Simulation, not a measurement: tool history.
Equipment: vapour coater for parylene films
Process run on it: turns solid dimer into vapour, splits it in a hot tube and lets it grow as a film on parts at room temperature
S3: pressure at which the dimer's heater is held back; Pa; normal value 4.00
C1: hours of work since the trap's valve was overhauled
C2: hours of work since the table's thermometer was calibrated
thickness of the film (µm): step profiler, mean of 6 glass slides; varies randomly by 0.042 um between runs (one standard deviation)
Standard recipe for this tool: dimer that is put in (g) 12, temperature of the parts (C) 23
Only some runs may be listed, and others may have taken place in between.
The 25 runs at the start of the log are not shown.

{"run": 26, "hour": 378.2, "dimer that is put in (g)": 12, "temperature of the parts (C)": 23, "S3": 11.86, "C1": 376, "C2": 304, "thickness of the film (µm)": 5.76}
{"run": 27, "hour": 394.1, "dimer that is put in (g)": 12, "temperature of the parts (C)": 23, "S3": 11.86, "C1": 384, "C2": 312, "thickness of the film (µm)": 5.83}
{"run": 28, "hour": 407.1, "dimer that is put in (g)": 12, "temperature of the parts (C)": 23, "S3": 11.86, "C1": 391, "C2": 319, "thickness of the film (µm)": 5.82}
{"hour": 420.8, "done": "trap's valve overhauled"}
{"run": 29, "hour": 427.8, "dimer that is put in (g)": 22, "temperature of the parts (C)": 24, "S3": 2.86, "C1": 4, "C2": 328, "thickness of the film (µm)": 12.63}
{"run": 30, "hour": 448.0, "dimer that is put in (g)": 12, "temperature of the parts (C)": 16, "S3": 11.51, "C1": 14, "C2": 338, "thickness of the film (µm)": 8.41}
{"run": 31, "hour": 462.9, "dimer that is put in (g)": 13, "temperature of the parts (C)": 23, "S3": 4.33, "C1": 22, "C2": 346, "thickness of the film (µm)": 7.36}
{"run": 32, "hour": 482.4, "dimer that is put in (g)": 21, "temperature of the parts (C)": 27, "S3": 4.0, "C1": 32, "C2": 356, "thickness of the film (µm)": 9.9}
{"run": 33, "hour": 492.8, "dimer that is put in (g)": 21, "temperature of the parts (C)": 27, "S3": 4.0, "C1": 37, "C2": 362, "thickness of the film (µm)": 9.94}
{"run": 34, "hour": 503.8, "dimer that is put in (g)": 7, "temperature of the parts (C)": 21, "S3": 5.13, "C1": 43, "C2": 367, "thickness of the film (µm)": 4.25}
{"run": 35, "hour": 523.3, "dimer that is put in (g)": 7, "temperature of the parts (C)": 21, "S3": 5.13, "C1": 53, "C2": 378, "thickness of the film (µm)": 4.28}
{"run": 36, "hour": 542.1, "dimer that is put in (g)": 7, "temperature of the parts (C)": 23, "S3": 4.0, "C1": 63, "C2": 387, "thickness of the film (µm)": 4.02}
{"run": 37, "hour": 552.7, "dimer that is put in (g)": 7, "temperature of the parts (C)": 23, "S3": 4.0, "C1": 69, "C2": 393, "thickness of the film (µm)": 4.04}
{"run": 38, "hour": 564.6, "dimer that is put in (g)": 13, "temperature of the parts (C)": 23, "S3": 4.0, "C1": 75, "C2": 399, "thickness of the film (µm)": 7.53}
{"run": 39, "hour": 584.1, "dimer that is put in (g)": 22, "temperature of the parts (C)": 23, "S3": 4.0, "C1": 85, "C2": 409, "thickness of the film (µm)": 12.72}
{"run": 40, "hour": 597.4, "dimer that is put in (g)": 22, "temperature of the parts (C)": 23, "S3": 4.0, "C1": 92, "C2": 416, "thickness of the film (µm)": 12.62}
{"run": 41, "hour": 613.1, "dimer that is put in (g)": 6, "temperature of the parts (C)": 31, "S3": 4.44, "C1": 100, "C2": 424, "thickness of the film (µm)": 2.31}
{"run": 42, "hour": 628.9, "dimer that is put in (g)": 12, "temperature of the parts (C)": 15, "S3": 4.32, "C1": 108, "C2": 433, "thickness of the film (µm)": 8.83}
{"run": 43, "hour": 637.6, "dimer that is put in (g)": 9, "temperature of the parts (C)": 28, "S3": 6.29, "C1": 113, "C2": 437, "thickness of the film (µm)": 3.75}
{"run": 44, "hour": 654.9, "dimer that is put in (g)": 12, "temperature of the parts (C)": 34, "S3": 3.62, "C1": 122, "C2": 446, "thickness of the film (µm)": 4.04}
{"run": 45, "hour": 666.4, "dimer that is put in (g)": 12, "temperature of the parts (C)": 34, "S3": 2.28, "C1": 128, "C2": 452, "thickness of the film (µm)": 4.36}
{"run": 46, "hour": 684.6, "dimer that is put in (g)": 12, "temperature of the parts (C)": 34, "S3": 2.28, "C1": 137, "C2": 462, "thickness of the film (µm)": 4.36}
{"run": 47, "hour": 693.4, "dimer that is put in (g)": 7, "temperature of the parts (C)": 25, "S3": 2.28, "C1": 142, "C2": 466, "thickness of the film (µm)": 4.02}
{"run": 48, "hour": 706.6, "dimer that is put in (g)": 7, "temperature of the parts (C)": 34, "S3": 5.6, "C1": 149, "C2": 473, "thickness of the film (µm)": 2.24}

3 options for the next run, each taken on its own from the tool as it stands now. Forecast them:
{"run": "A", "hour": 718.8, "dimer that is put in (g)": 7, "temperature of the parts (C)": 22, "S3": 4.1, "C1": 155, "C2": 480, "thickness of the film (µm)": "?"}
{"run": "B", "hour": 718.8, "dimer that is put in (g)": 7, "temperature of the parts (C)": 23, "S3": 6.62, "C1": 155, "C2": 480, "thickness of the film (µm)": "?"}
{"run": "C", "hour": 718.8, "dimer that is put in (g)": 19, "temperature of the parts (C)": 34, "S3": 2.68, "C1": 155, "C2": 480, "thickness of the film (µm)": "?"}

run=A thickness_of_the_film_(µm)=4.28
run=B thickness_of_the_film_(µm)=3.74
run=C thickness_of_the_film_(µm)=6.78
Without the tool's hidden state the same runs would have given:
run=A thickness_of_the_film_(µm)=4.28
run=B thickness_of_the_film_(µm)=3.75
run=C thickness_of_the_film_(µm)=6.79
